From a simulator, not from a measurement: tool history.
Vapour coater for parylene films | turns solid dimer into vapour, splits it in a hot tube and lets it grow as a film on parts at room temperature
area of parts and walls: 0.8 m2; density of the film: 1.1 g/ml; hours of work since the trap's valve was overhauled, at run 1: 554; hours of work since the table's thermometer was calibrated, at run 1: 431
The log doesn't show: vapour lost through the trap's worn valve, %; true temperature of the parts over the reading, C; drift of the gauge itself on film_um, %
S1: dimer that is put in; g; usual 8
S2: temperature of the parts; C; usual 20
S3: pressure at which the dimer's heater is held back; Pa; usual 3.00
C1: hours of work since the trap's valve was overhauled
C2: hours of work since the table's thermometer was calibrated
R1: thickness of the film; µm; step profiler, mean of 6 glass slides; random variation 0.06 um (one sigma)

run	hour	S1	S2	S3	C1	C2	R1
1	0.0	8	20	3.00	554	431	6.11
2	20.7	8	20	3.00	573	450	6.20
3	38.1	8	20	3.00	588	465	6.13
4	55.1	8	20	3.00	603	480	6.04
# hour 65.8: trap's valve overhauled
5	75.6	8	20	3.00	9	495	5.67
6	99.6	8	20	3.00	30	516	5.60
7	124.4	11	20	3.00	52	538	7.55
8	147.9	11	20	3.00	73	559	7.47
9	164.1	11	20	3.00	88	574	7.54
10	185.1	10	19	10.73	106	593	5.96
11	197.2	7	19	3.14	117	603	4.85
12	219.3	7	19	3.14	137	623	4.92
# hour 224.9: trap's valve overhauled, once more
13	238.4	8	20	8.33	12	636	6.04
14	255.4	5	27	3.62	27	652	3.31
15	271.4	5	27	3.62	41	666	3.36
16	289.6	8	22	3.00	58	682	6.31
17	308.5	3	16	5.65	75	699	2.71
18	320.9	3	16	5.65	86	710	2.69

Hidden state at the last listed run before each entry between runs and at the first one after, where it differs:
Between runs 4 and 5: trap's valve overhauled (hour 65.8)
  vapour lost through the trap's worn valve, %: 11.9 -> 18.9
  measured less the result without the state, R1: -0.92 -> -1.42 µm
Between runs 12 and 13: trap's valve overhauled, once more (hour 224.9)
  vapour lost through the trap's worn valve, %: 21.4 -> 0.3
  measured less the result without the state, R1: -1.45 -> -0.12 µm
